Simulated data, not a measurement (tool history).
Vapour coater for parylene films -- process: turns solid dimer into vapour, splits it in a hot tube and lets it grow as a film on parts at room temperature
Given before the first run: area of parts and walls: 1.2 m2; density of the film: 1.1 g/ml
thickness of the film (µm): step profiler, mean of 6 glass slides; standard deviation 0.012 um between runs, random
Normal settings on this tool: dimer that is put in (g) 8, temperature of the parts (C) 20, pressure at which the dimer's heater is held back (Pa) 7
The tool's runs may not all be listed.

| run | day | dimer that is put in (g) | temperature of the parts (C) | pressure at which the dimer's heater is held back (Pa) | thickness of the film (µm) |
|---|---|---|---|---|---|
| 1 | 0 | 8 | 20 | 7 | 3.55 |
| 2 | 2.158 | 8 | 20 | 3.04 | 4.29 |
|  | 5.162 | trap's valve overhauled |
| 3 | 5.162 | 8 | 20 | 3.04 | 4.29 |
| 4 | 7.846 | 8 | 20 | 3.04 | 4.3 |
| 5 | 10.412 | 10 | 20 | 3.04 | 5.34 |
| 6 | 13.758 | 12 | 20 | 7 | 5.29 |
| 7 | 16.125 | 12 | 20 | 7 | 5.3 |
| 8 | 19.129 | 12 | 20 | 7 | 5.31 |
| 9 | 20.862 | 12 | 20 | 7 | 5.28 |
|  | 22.083 | trap's valve overhauled |
| 10 | 23.108 | 12 | 20 | 7 | 5.27 |
| 11 | 25.108 | 12 | 20 | 7 | 5.29 |
| 12 | 27.017 | 8 | 27 | 2.53 | 3.75 |
| 13 | 29.162 | 10 | 13 | 2.53 | 6.52 |
| 14 | 31.758 | 13 | 24 | 7.7 | 5.08 |
| 15 | 34.521 | 8 | 20 | 3.6 | 4.06 |
| 16 | 37.721 | 5 | 23 | 2.22 | 2.65 |
|  | 39.029 | trap's valve overhauled |
| 17 | 40.35 | 5 | 23 | 2.22 | 2.65 |
| 18 | 42.896 | 5 | 19 | 8.58 | 2.13 |
| 19 | 44.938 | 8 | 19 | 8.58 | 3.39 |
| 20 | 48.262 | 10 | 21 | 2.09 | 5.58 |
|  | 50.721 | table's thermometer calibrated |
| 21 | 50.721 | 8 | 15 | 4.7 | 4.28 |
|  | 51.342 | gauge calibrated |
| 22 | 53.254 | 10 | 20 | 5.93 | 4.59 |

Forecast each of these 5 alternatives for the next run:
|  | 55.954 | trap's valve overhauled |
| A | 55.954 | 3 | 14 | 8.36 | ? |
|  | 55.954 | trap's valve overhauled |
| B | 55.954 | 5 | 20 | 5.93 | ? |
|  | 55.954 | trap's valve overhauled |
| C | 55.954 | 8 | 27 | 5.35 | ? |
|  | 55.954 | trap's valve overhauled |
| D | 55.954 | 8 | 20 | 6.24 | ? |
|  | 55.954 | trap's valve overhauled |
| E | 55.954 | 5 | 22 | 7 | ? |

| run | thickness of the film (µm) |
|---|---|
| A | 1.48 |
| B | 2.3 |
| C | 3.2 |
| D | 3.65 |
| E | 2.13 |
With no hidden state in the tool, these same runs would have given:
| run | thickness of the film (µm) |
|---|---|
| A | 1.48 |
| B | 2.31 |
| C | 3.21 |
| D | 3.66 |
| E | 2.13 |

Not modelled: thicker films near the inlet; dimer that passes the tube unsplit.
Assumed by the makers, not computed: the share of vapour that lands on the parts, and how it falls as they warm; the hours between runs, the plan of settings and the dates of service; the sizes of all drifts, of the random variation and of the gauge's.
